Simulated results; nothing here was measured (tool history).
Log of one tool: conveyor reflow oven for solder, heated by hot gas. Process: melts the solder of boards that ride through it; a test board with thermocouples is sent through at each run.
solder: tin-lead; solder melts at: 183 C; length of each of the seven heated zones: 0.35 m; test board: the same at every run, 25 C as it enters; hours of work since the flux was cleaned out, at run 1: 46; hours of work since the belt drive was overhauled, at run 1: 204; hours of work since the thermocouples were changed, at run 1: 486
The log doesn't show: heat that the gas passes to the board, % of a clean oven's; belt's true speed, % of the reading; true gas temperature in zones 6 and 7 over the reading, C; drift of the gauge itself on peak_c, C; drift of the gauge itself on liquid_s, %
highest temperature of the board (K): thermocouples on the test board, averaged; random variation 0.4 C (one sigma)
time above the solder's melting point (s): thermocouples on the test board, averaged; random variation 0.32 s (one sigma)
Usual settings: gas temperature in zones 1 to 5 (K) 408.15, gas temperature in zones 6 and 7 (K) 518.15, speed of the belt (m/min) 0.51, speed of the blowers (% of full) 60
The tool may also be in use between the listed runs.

| run | day | gas temperature in zones 1 to 5 (K) | gas temperature in zones 6 and 7 (K) | speed of the belt (m/min) | speed of the blowers (% of full) | hours of work since the flux was cleaned out | hours of work since the belt drive was overhauled | hours of work since the thermocouples were changed | highest temperature of the board (K) | time above the solder's melting point (s) |
|---|---|---|---|---|---|---|---|---|---|---|
| 1 | 0 | 408.15 | 518.15 | 0.51 | 60 | 46 | 204 | 486 | 499.85 | 66.6 |
| 2 | 2.946 | 408.15 | 518.15 | 0.51 | 60 | 100 | 259 | 540 | 499.05 | 67.1 |
| 3 | 5.121 | 408.15 | 518.15 | 0.51 | 64 | 141 | 299 | 581 | 500.85 | 68 |
| 4 | 8.275 | 408.15 | 518.15 | 0.51 | 64 | 200 | 358 | 640 | 500.55 | 67.5 |
| 5 | 10.775 | 408.15 | 518.15 | 0.51 | 64 | 246 | 404 | 686 | 500.25 | 67.4 |
| 6 | 13.729 | 408.15 | 518.15 | 0.51 | 64 | 301 | 459 | 741 | 500.35 | 67.8 |
|  | 15.896 | flux residue cleaned out of gas plates and filters |
| 7 | 16.783 | 397.15 | 529.15 | 0.441 | 78 | 17 | 512 | 794 | 516.75 | 85.3 |
| 8 | 19.992 | 408.15 | 518.15 | 0.585 | 60 | 76 | 572 | 854 | 494.75 | 54.4 |
| 9 | 23.133 | 396.15 | 518.15 | 0.411 | 57 | 135 | 630 | 912 | 504.65 | 83.3 |
| 10 | 24.871 | 408.15 | 508.15 | 0.521 | 52 | 167 | 663 | 944 | 487.65 | 55.8 |
| 11 | 26.754 | 395.15 | 518.15 | 0.46 | 60 | 202 | 698 | 980 | 500.95 | 71.6 |

5 ways to go on from here, each from the tool as it stands after run 11. What would each give?
| A | 28.408 | 408.15 | 509.15 | 0.584 | 54 | 233 | 729 | 1010 | ? | ? |
| B | 28.408 | 404.15 | 518.15 | 0.485 | 60 | 233 | 729 | 1010 | ? | ? |
| C | 28.408 | 418.15 | 518.15 | 0.51 | 60 | 233 | 729 | 1010 | ? | ? |
| D | 28.408 | 404.15 | 518.15 | 0.51 | 60 | 233 | 729 | 1010 | ? | ? |
| E | 28.408 | 395.15 | 509.15 | 0.48 | 86 | 233 | 729 | 1010 | ? | ? |

| run | highest temperature of the board (K) | time above the solder's melting point (s) |
|---|---|---|
| A | 484.65 | 46.9 |
| B | 499.85 | 69.8 |
| C | 500.85 | 72.8 |
| D | 498.35 | 65.6 |
| E | 496.25 | 66.4 |
Without the tool's hidden state the same runs would have given:
| run | highest temperature of the board (K) | time above the solder's melting point (s) |
|---|---|---|
| A | 484.65 | 46.9 |
| B | 499.85 | 69.7 |
| C | 500.85 | 72.7 |
| D | 498.35 | 65.6 |
| E | 496.25 | 66.4 |
